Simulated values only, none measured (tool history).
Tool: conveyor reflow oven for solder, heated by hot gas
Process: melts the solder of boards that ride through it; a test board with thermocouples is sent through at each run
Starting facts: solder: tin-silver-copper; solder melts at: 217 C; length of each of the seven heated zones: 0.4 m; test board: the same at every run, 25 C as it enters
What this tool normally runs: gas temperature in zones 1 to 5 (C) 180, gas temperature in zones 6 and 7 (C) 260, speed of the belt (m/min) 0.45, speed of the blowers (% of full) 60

run   hour  gas temperature in zones 1 to 5 (C)  gas temperature in zones 6 and 7 (C)  speed of the belt (m/min)  speed of the blowers (% of full)  highest temperature of the board (C)  time above the solder's melting point (s)
  1      0                                  180                                   260                       0.45                                60                                 242.4                                       71.6
  2     12                                  180                                   260                       0.45                                60                                 242.2                                       71.3
  3   23.3                                  180                                   260                       0.45                                60                                 242.1                                       71.3
  4   36.9                                  168                                   260                       0.45                                60                                 239.8                                         61
  5   57.7                                  168                                   260                       0.45                                60                                 239.3                                       60.2
  6   77.2                                  180                                   260                       0.45                                70                                 243.1                                       73.2
  7   90.7                                  180                                   260                      0.506                                70                                 239.8                                         58
  8  107.7                                  180                                   260                      0.506                                70                                 239.6                                         58
  9  118.5                                  180                                   260                      0.506                                70                                 239.4                                       57.8
 10    140                                  180                                   260                       0.45                                60                                 241.5                                         70
 11  150.4                                  180                                   260                       0.45                                60                                 241.4                                       70.5
 12  159.3                                  180                                   260                       0.45                                60                                 241.3                                       70.4
     165.8  -- flux residue cleaned out of gas plates and filters
 13  179.3                                  180                                   255                      0.471                                55                                 238.4                                       63.3
     184.2  -- belt drive overhauled, speed set with a stopwatch
 14  199.1                                  180                                   255                      0.471                                55                                 238.6                                       63.6
 15  217.1                                  180                                   260                      0.518                                78                                 243.3                                         64
 16  226.2                                  180                                   260                        0.4                                60                                 247.5                                       92.1
 17  236.3                                  180                                   260                        0.4                                60                                 247.7                                       92.2
 18  254.8                                  195                                   267                      0.441                                52                                 252.6                                       96.7
     262.7  -- belt drive overhauled, speed set with a stopwatch, once more
 19  280.5                                  194                                   253                      0.437                                60                                   241                                       82.2
 20  297.4                                  174                                   267                      0.408                                72                                   253                                       90.1
 21  318.7                                  174                                   267                      0.511                                53                                 242.3                                       57.3
 22  334.5                                  180                                   248                      0.377                                60                                   237                                       80.6

What if the next run were any one of these 4? Each begins from the tool's condition after run 22:
  A  352.9                                  180                                   260                      0.377                                59                                     ?                                          ?
  B  352.9                                  180                                   248                      0.377                                61                                     ?                                          ?
  C  352.9                                  168                                   248                      0.396                                60                                     ?                                          ?
  D  352.9                                  180                                   248                      0.487                                61                                     ?                                          ?

run  highest temperature of the board (C)  time above the solder's melting point (s)
  A                                 247.8                                       95.4
  B                                 236.8                                       80.9
  C                                 234.4                                       62.6
  D                                 230.8                                       46.7
What these runs would have given with no unlogged condition in the tool:
run  highest temperature of the board (C)  time above the solder's melting point (s)
  A                                 250.4                                       98.8
  B                                 239.3                                       85.8
  C                                   237                                       68.4
  D                                 233.4                                       52.3
